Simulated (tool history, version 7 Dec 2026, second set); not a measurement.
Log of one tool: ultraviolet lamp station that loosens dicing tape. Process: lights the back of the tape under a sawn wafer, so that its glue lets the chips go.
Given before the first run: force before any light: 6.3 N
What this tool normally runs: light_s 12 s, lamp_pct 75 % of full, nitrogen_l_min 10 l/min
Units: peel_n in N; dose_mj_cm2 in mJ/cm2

{"run": 1, "hour": 0.0, "light_s": 12, "lamp_pct": 75, "nitrogen_l_min": 10, "peel_n": 1.02, "dose_mj_cm2": 203}
{"run": 2, "hour": 4.6, "light_s": 12, "lamp_pct": 75, "nitrogen_l_min": 10, "peel_n": 1.03, "dose_mj_cm2": 209}
{"run": 3, "hour": 12.7, "light_s": 12, "lamp_pct": 82, "nitrogen_l_min": 10, "peel_n": 0.874, "dose_mj_cm2": 227}
{"run": 4, "hour": 18.1, "light_s": 12, "lamp_pct": 82, "nitrogen_l_min": 4, "peel_n": 1.198, "dose_mj_cm2": 223}
{"run": 5, "hour": 27.5, "light_s": 12, "lamp_pct": 75, "nitrogen_l_min": 10, "peel_n": 1.006, "dose_mj_cm2": 204}
{"run": 6, "hour": 36.8, "light_s": 12, "lamp_pct": 75, "nitrogen_l_min": 10, "peel_n": 1.011, "dose_mj_cm2": 201}
{"run": 7, "hour": 44.8, "light_s": 12, "lamp_pct": 75, "nitrogen_l_min": 10, "peel_n": 1.037, "dose_mj_cm2": 204}
{"hour": 50.6, "done": "window cleaned of glue's vapour"}
{"run": 8, "hour": 52.9, "light_s": 16, "lamp_pct": 75, "nitrogen_l_min": 10, "peel_n": 0.827, "dose_mj_cm2": 236}
{"run": 9, "hour": 60.0, "light_s": 16, "lamp_pct": 75, "nitrogen_l_min": 10, "peel_n": 0.805, "dose_mj_cm2": 241}
{"run": 10, "hour": 64.9, "light_s": 7, "lamp_pct": 75, "nitrogen_l_min": 10, "peel_n": 2.331, "dose_mj_cm2": 103}
{"run": 11, "hour": 71.5, "light_s": 7, "lamp_pct": 75, "nitrogen_l_min": 10, "peel_n": 2.407, "dose_mj_cm2": 101}
{"run": 12, "hour": 76.0, "light_s": 7, "lamp_pct": 75, "nitrogen_l_min": 10, "peel_n": 2.45, "dose_mj_cm2": 103}
{"run": 13, "hour": 82.3, "light_s": 7, "lamp_pct": 75, "nitrogen_l_min": 10, "peel_n": 2.369, "dose_mj_cm2": 101}
{"run": 14, "hour": 86.8, "light_s": 12, "lamp_pct": 60, "nitrogen_l_min": 10, "peel_n": 1.743, "dose_mj_cm2": 139}
{"run": 15, "hour": 94.2, "light_s": 12, "lamp_pct": 60, "nitrogen_l_min": 10, "peel_n": 1.76, "dose_mj_cm2": 141}
{"run": 16, "hour": 98.7, "light_s": 12, "lamp_pct": 60, "nitrogen_l_min": 10, "peel_n": 1.719, "dose_mj_cm2": 140}
{"run": 17, "hour": 105.0, "light_s": 12, "lamp_pct": 71, "nitrogen_l_min": 10, "peel_n": 1.395, "dose_mj_cm2": 165}
{"hour": 107.9, "done": "window cleaned of glue's vapour, once more"}
{"run": 18, "hour": 111.0, "light_s": 12, "lamp_pct": 71, "nitrogen_l_min": 10, "peel_n": 0.869, "dose_mj_cm2": 228}
{"run": 19, "hour": 116.0, "light_s": 12, "lamp_pct": 71, "nitrogen_l_min": 10, "peel_n": 0.865, "dose_mj_cm2": 226}
{"run": 20, "hour": 125.3, "light_s": 12, "lamp_pct": 71, "nitrogen_l_min": 10, "peel_n": 0.891, "dose_mj_cm2": 226}
{"run": 21, "hour": 131.2, "light_s": 12, "lamp_pct": 71, "nitrogen_l_min": 10, "peel_n": 0.89, "dose_mj_cm2": 224}
{"run": 22, "hour": 140.5, "light_s": 12, "lamp_pct": 75, "nitrogen_l_min": 10, "peel_n": 0.848, "dose_mj_cm2": 239}
{"run": 23, "hour": 146.2, "light_s": 7, "lamp_pct": 89, "nitrogen_l_min": 3, "peel_n": 2.026, "dose_mj_cm2": 169}
{"run": 24, "hour": 155.0, "light_s": 7, "lamp_pct": 75, "nitrogen_l_min": 4, "peel_n": 2.103, "dose_mj_cm2": 134}
{"run": 25, "hour": 160.6, "light_s": 7, "lamp_pct": 75, "nitrogen_l_min": 4, "peel_n": 2.206, "dose_mj_cm2": 138}
{"run": 26, "hour": 166.3, "light_s": 11, "lamp_pct": 75, "nitrogen_l_min": 3, "peel_n": 1.431, "dose_mj_cm2": 214}
{"run": 27, "hour": 170.7, "light_s": 13, "lamp_pct": 93, "nitrogen_l_min": 3, "peel_n": 0.8, "dose_mj_cm2": 320}
{"run": 28, "hour": 175.6, "light_s": 13, "lamp_pct": 93, "nitrogen_l_min": 3, "peel_n": 0.791, "dose_mj_cm2": 321}
{"run": 29, "hour": 183.5, "light_s": 13, "lamp_pct": 93, "nitrogen_l_min": 3, "peel_n": 0.763, "dose_mj_cm2": 313}
{"run": 30, "hour": 192.8, "light_s": 13, "lamp_pct": 77, "nitrogen_l_min": 19, "peel_n": 0.597, "dose_mj_cm2": 258}
{"run": 31, "hour": 199.9, "light_s": 13, "lamp_pct": 75, "nitrogen_l_min": 10, "peel_n": 0.74, "dose_mj_cm2": 248}
{"run": 32, "hour": 205.7, "light_s": 13, "lamp_pct": 75, "nitrogen_l_min": 10, "peel_n": 0.761, "dose_mj_cm2": 250}
{"run": 33, "hour": 212.5, "light_s": 16, "lamp_pct": 75, "nitrogen_l_min": 12, "peel_n": 0.492, "dose_mj_cm2": 305}
{"run": 34, "hour": 217.3, "light_s": 10, "lamp_pct": 77, "nitrogen_l_min": 20, "peel_n": 0.904, "dose_mj_cm2": 198}
{"run": 35, "hour": 226.0, "light_s": 11, "lamp_pct": 75, "nitrogen_l_min": 10, "peel_n": 0.985, "dose_mj_cm2": 209}
{"run": 36, "hour": 234.2, "light_s": 11, "lamp_pct": 75, "nitrogen_l_min": 10, "peel_n": 1.019, "dose_mj_cm2": 208}
{"run": 37, "hour": 241.6, "light_s": 13, "lamp_pct": 75, "nitrogen_l_min": 4, "peel_n": 1.005, "dose_mj_cm2": 248}
{"run": 38, "hour": 247.7, "light_s": 17, "lamp_pct": 66, "nitrogen_l_min": 7, "peel_n": 0.677, "dose_mj_cm2": 281}
{"run": 39, "hour": 256.3, "light_s": 17, "lamp_pct": 61, "nitrogen_l_min": 16, "peel_n": 0.577, "dose_mj_cm2": 262}
{"run": 40, "hour": 260.2, "light_s": 12, "lamp_pct": 61, "nitrogen_l_min": 12, "peel_n": 1.148, "dose_mj_cm2": 189}
{"run": 41, "hour": 264.4, "light_s": 13, "lamp_pct": 87, "nitrogen_l_min": 7, "peel_n": 0.646, "dose_mj_cm2": 283}
{"run": 42, "hour": 269.6, "light_s": 12, "lamp_pct": 100, "nitrogen_l_min": 15, "peel_n": 0.476, "dose_mj_cm2": 302}
{"run": 43, "hour": 274.1, "light_s": 8, "lamp_pct": 99, "nitrogen_l_min": 12, "peel_n": 1.02, "dose_mj_cm2": 197}
{"run": 44, "hour": 283.3, "light_s": 12, "lamp_pct": 78, "nitrogen_l_min": 5, "peel_n": 1.034, "dose_mj_cm2": 234}

Some steps in peel_n between neighbouring runs. How much of each would the tool show without its hidden state too (settings, what came in, random variation), and how much is left for the hidden state, with any gauge scatter that isn't in both results?
The tool's hidden condition here consists of: lamp's light, % of a new lamp's; light that the window lets through, % of a clean one's; drift of the gauge itself on peel_n, %; drift of the gauge itself on dose_mj_cm2, %.
Run 7 -> 8: light_s 12 -> 16, window cleaned of glue's vapour. peel_n -0.21 N: hidden state +0.073, all else -0.283.
Run 9 -> 10: light_s 16 -> 7. peel_n +1.526 N: hidden state +0.337, all else +1.189.
Run 17 -> 18: window cleaned of glue's vapour, once more. peel_n -0.526 N: hidden state -0.524, all else -0.002.
Run 22 -> 23: light_s 12 -> 7, lamp_pct 75 -> 89, nitrogen_l_min 10 -> 3. peel_n +1.178 N: hidden state +0.034, all else +1.144.
Run 25 -> 26: light_s 7 -> 11, nitrogen_l_min 4 -> 3. peel_n -0.775 N: hidden state -0.007, all else -0.768.

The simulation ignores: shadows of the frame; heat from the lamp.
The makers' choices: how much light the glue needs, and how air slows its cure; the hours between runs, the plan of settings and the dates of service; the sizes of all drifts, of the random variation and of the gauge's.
